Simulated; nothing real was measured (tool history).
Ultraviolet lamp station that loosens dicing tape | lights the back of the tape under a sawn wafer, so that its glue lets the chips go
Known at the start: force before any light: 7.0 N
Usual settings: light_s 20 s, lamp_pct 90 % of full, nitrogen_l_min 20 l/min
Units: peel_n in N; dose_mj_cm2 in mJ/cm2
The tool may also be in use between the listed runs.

run,hour,light_s,lamp_pct,nitrogen_l_min,peel_n,dose_mj_cm2
1,0,20,90,20,0.138,315
2,10.2,20,90,20,0.153,315
3,22.4,20,90,20,0.151,314
4,37.1,23,90,20,0.127,357
5,46.7,23,90,20,0.112,358
6,53.6,23,90,20,0.123,355
7,62.5,23,90,20,0.116,351
8,73.8,23,89,20,0.118,345
9,86.8,20,90,20,0.158,303
10,96.8,36,98,10,0.071,595
11,105.2,16,77,10,0.72,209
12,118.5,16,77,10,0.715,207
13,129,32,77,7,0.19,412
14,137.4,32,61,7,0.341,325

4 ways to go on from here, each from the tool as it stands after run 14. What would each give?
A,148.2,15,99,9,?,?
B,148.2,37,90,12,?,?
C,148.2,11,90,20,?,?
D,148.2,24,61,20,?,?

run,peel_n,dose_mj_cm2
A,0.5,246
B,0.079,558
C,0.717,165
D,0.271,245
Without the tool's hidden state the same runs would have given:
run,peel_n,dose_mj_cm2
A,0.319,295
B,0.073,670
C,0.471,198
D,0.167,293
